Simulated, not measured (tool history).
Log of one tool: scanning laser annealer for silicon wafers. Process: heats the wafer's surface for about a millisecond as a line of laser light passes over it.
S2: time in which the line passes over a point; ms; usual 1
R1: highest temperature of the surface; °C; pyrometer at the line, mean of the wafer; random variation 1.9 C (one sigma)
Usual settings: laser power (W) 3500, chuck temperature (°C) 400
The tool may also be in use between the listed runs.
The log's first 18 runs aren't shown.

At hour 646.2: laser's power meter calibrated, once more.
Run 19, hour 646.2: usual settings but S2 0.78 ms. Result: R1 999 °C.
Run 20, hour 678.5: usual settings but chuck temperature (°C) 436. Result: R1 1118 °C.
At hour 709.8: window over the wafer cleaned.
Run 21, hour 724.3: usual settings but laser power (W) 3763, S2 1.07 ms, chuck temperature (°C) 371. Result: R1 1166 °C.
Run 22, hour 771.9: usual settings but laser power (W) 3252, chuck temperature (°C) 387. Result: R1 1045 °C.
Run 23, hour 797.6: usual settings but laser power (W) 3252, S2 0.71 ms, chuck temperature (°C) 387. Result: R1 936 °C.
Run 24, hour 843.8: usual settings but laser power (W) 3534, S2 0.77 ms, chuck temperature (°C) 407. Result: R1 1027 °C.
Run 25, hour 882.2: usual settings but laser power (W) 3534, S2 0.77 ms, chuck temperature (°C) 407. Result: R1 1029 °C.
Run 26, hour 922.6: usual settings but S2 0.72 ms, chuck temperature (°C) 373. Result: R1 965 °C.
Run 27, hour 957.4: usual settings but S2 0.72 ms, chuck temperature (°C) 373. Result: R1 966 °C.
Run 28, hour 1002.8: usual settings but S2 1.18 ms, chuck temperature (°C) 399. Result: R1 1164 °C.
Run 29, hour 1037.1: usual settings but laser power (W) 3795, S2 0.7 ms, chuck temperature (°C) 414. Result: R1 1041 °C.
At hour 1087.8: optics aligned, line set to its width.
Run 30, hour 1092.8: usual settings but laser power (W) 3413, S2 0.76 ms, chuck temperature (°C) 412. Result: R1 1010 °C.
Run 31, hour 1113.7: usual settings but laser power (W) 3413, S2 1.03 ms, chuck temperature (°C) 437. Result: R1 1142 °C.
Run 32, hour 1161.2: usual settings but laser power (W) 3715, S2 1.15 ms, chuck temperature (°C) 437. Result: R1 1254 °C.
Run 33, hour 1207.7: usual settings but laser power (W) 3126, S2 1.16 ms, chuck temperature (°C) 372. Result: R1 1057 °C.
Run 34, hour 1251.5: usual settings but laser power (W) 3769, S2 1.01 ms, chuck temperature (°C) 422. Result: R1 1191 °C.
Run 35, hour 1273: usual settings but laser power (W) 3744. Result: R1 1160 °C.

Run 36 comes next. What will it give?
Run 36, hour 1318.5: usual settings but S2 1.12 ms, chuck temperature (°C) 393. Result: R1 ?.

Run 36 gave R1 1143 °C.
Without the tool's hidden state the same run would have given R1 1163 °C.

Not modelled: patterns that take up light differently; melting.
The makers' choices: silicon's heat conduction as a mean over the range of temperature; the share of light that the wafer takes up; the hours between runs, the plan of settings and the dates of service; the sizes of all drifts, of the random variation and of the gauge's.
